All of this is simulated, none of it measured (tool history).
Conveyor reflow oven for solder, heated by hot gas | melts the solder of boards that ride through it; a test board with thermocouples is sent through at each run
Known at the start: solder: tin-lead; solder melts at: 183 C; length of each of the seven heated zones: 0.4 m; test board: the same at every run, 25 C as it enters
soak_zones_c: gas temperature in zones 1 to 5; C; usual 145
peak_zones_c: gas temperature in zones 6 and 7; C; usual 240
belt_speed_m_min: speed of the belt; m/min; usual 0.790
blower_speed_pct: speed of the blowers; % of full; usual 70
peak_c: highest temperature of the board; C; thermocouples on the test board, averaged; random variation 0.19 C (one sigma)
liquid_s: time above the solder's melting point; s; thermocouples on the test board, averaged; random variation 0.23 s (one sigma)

run,hour,soak_zones_c,peak_zones_c,belt_speed_m_min,blower_speed_pct,peak_c,liquid_s
1,0.0,145,240,0.790,70,226.9,54.3
2,65.8,145,240,0.790,70,226.7,54.6
3,129.0,145,240,0.790,51,220.7,50.6
4,160.6,154,240,0.790,51,222.9,55.1
5,207.5,154,240,0.790,51,222.3,55.1
6,280.3,145,231,0.790,70,218.0,50.7
7,338.5,158,240,0.790,70,228.4,59.6
8,393.9,158,240,0.790,70,228.1,59.8
9,455.3,158,240,0.790,70,227.8,59.5
10,520.5,158,240,0.790,70,228.0,59.4
# hour 528.7: flux residue cleaned out of gas plates and filters
11,558.5,145,240,0.872,70,222.1,46.9
12,596.9,145,240,0.790,70,225.3,53.9
13,640.3,159,240,0.713,56,227.3,66.3
# hour 650.7: flux residue cleaned out of gas plates and filters, once more
14,715.9,159,231,0.715,56,221.2,62.8
15,773.1,131,231,0.715,57,217.0,50.5
16,831.1,145,248,0.715,72,238.1,66.3
17,860.3,131,228,0.790,70,215.1,44.4
# hour 873.3: belt drive overhauled, speed set with a stopwatch
18,900.5,131,228,0.790,70,213.9,41.6
19,947.7,131,228,0.790,70,213.5,41.1
20,991.6,130,242,0.677,67,230.0,59.8
21,1029.5,130,248,0.860,62,224.9,43.8
22,1078.9,130,248,0.860,62,224.9,43.2
23,1123.3,132,239,0.667,67,227.7,59.6

5 ways to go on from here, each from the tool as it stands after run 23. What would each give?
# hour 1159.0: thermocouples of zones 6 and 7 changed
A,1192.0,150,230,0.664,67,?,?
# hour 1159.0: thermocouples of zones 6 and 7 changed
B,1192.0,132,230,0.667,82,?,?
# hour 1159.0: thermocouples of zones 6 and 7 changed
C,1192.0,145,242,0.875,70,?,?
# hour 1159.0: thermocouples of zones 6 and 7 changed
D,1192.0,132,228,0.667,67,?,?
# hour 1159.0: thermocouples of zones 6 and 7 changed
E,1192.0,149,240,0.790,70,?,?

run,peak_c,liquid_s
A,219.9,61.8
B,220.4,55.7
C,222.5,45.2
D,215.4,52.4
E,224.7,53.5
Without the tool's hidden state the same runs would have given:
run,peak_c,liquid_s
A,221.2,62.5
B,222.1,57.0
C,224.8,46.2
D,217.0,53.8
E,226.5,54.2

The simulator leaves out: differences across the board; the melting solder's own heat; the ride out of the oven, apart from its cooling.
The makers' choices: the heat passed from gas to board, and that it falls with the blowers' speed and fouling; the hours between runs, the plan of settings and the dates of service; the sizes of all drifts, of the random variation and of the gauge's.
